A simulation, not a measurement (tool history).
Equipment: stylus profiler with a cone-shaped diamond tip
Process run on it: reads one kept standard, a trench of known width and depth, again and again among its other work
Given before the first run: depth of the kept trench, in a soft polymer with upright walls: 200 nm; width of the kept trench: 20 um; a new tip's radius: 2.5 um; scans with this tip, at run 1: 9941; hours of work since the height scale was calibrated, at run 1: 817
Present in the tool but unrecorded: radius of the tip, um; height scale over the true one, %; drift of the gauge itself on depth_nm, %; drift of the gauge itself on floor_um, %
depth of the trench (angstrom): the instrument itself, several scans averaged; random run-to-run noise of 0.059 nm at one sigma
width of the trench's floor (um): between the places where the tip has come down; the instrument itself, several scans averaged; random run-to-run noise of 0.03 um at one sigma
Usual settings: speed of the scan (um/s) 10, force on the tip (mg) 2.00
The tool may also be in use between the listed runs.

| run | day | speed of the scan (um/s) | force on the tip (mg) | scans with this tip | hours of work since the height scale was calibrated | depth of the trench (angstrom) | width of the trench's floor (um) |
|---|---|---|---|---|---|---|---|
| 1 | 0.000 | 10 | 2.00 | 9941 | 817 | 2027.4 | 16.89 |
| 2 | 1.483 | 10 | 2.00 | 10247 | 842 | 2027.3 | 16.79 |
| 3 | 2.396 | 10 | 2.00 | 10436 | 858 | 2027.1 | 16.86 |
| 4 | 3.729 | 10 | 2.00 | 10710 | 880 | 2027.9 | 16.85 |
| 5 | 4.638 | 10 | 2.00 | 10897 | 896 | 2027.6 | 16.79 |
| 6 | 5.717 | 10 | 2.00 | 11120 | 914 | 2028.2 | 16.77 |
|  | 7.362 | new tip fitted, height scale calibrated |
| 7 | 7.362 | 15 | 2.00 | 0 | 0 | 2022.5 | 17.93 |
|  | 7.512 | height scale calibrated on a step standard |
| 8 | 8.738 | 15 | 2.00 | 279 | 21 | 2023.5 | 17.92 |
| 9 | 10.654 | 15 | 2.00 | 674 | 53 | 2024.1 | 17.88 |
| 10 | 12.204 | 15 | 2.00 | 994 | 80 | 2024.9 | 17.78 |
|  | 12.408 | height scale calibrated on a step standard, once more |
| 11 | 13.083 | 10 | 0.94 | 1171 | 11 | 2013.5 | 17.78 |
| 12 | 14.488 | 10 | 1.45 | 1460 | 35 | 2019.5 | 17.74 |
| 13 | 16.071 | 14 | 2.34 | 1787 | 62 | 2025.8 | 17.67 |
| 14 | 17.425 | 15 | 2.00 | 2066 | 85 | 2023.3 | 17.67 |
| 15 | 19.188 | 2 | 2.12 | 2429 | 115 | 2025.4 | 17.64 |
| 16 | 20.783 | 2 | 2.12 | 2758 | 142 | 2026.0 | 17.63 |
| 17 | 22.158 | 6 | 2.57 | 3042 | 165 | 2027.7 | 17.54 |
| 18 | 24.179 | 19 | 5.57 | 3458 | 199 | 2047.9 | 17.53 |
| 19 | 25.317 | 4 | 5.76 | 3693 | 219 | 2049.0 | 17.57 |
| 20 | 26.442 | 4 | 5.76 | 3925 | 238 | 2049.0 | 17.51 |
| 21 | 28.367 | 4 | 5.76 | 4322 | 270 | 2048.1 | 17.43 |

Expected results for the next run?
| 22 | 29.762 | 6 | 0.81 | 4610 | 294 | ? | ? |

depth of the trench (angstrom): 2015.1
width of the trench's floor (um): 17.39
If the tool had no hidden condition, the same run with the same run-to-run variation would have returned depth of the trench (angstrom) 2012.6, width of the trench's floor (um) 17.99.

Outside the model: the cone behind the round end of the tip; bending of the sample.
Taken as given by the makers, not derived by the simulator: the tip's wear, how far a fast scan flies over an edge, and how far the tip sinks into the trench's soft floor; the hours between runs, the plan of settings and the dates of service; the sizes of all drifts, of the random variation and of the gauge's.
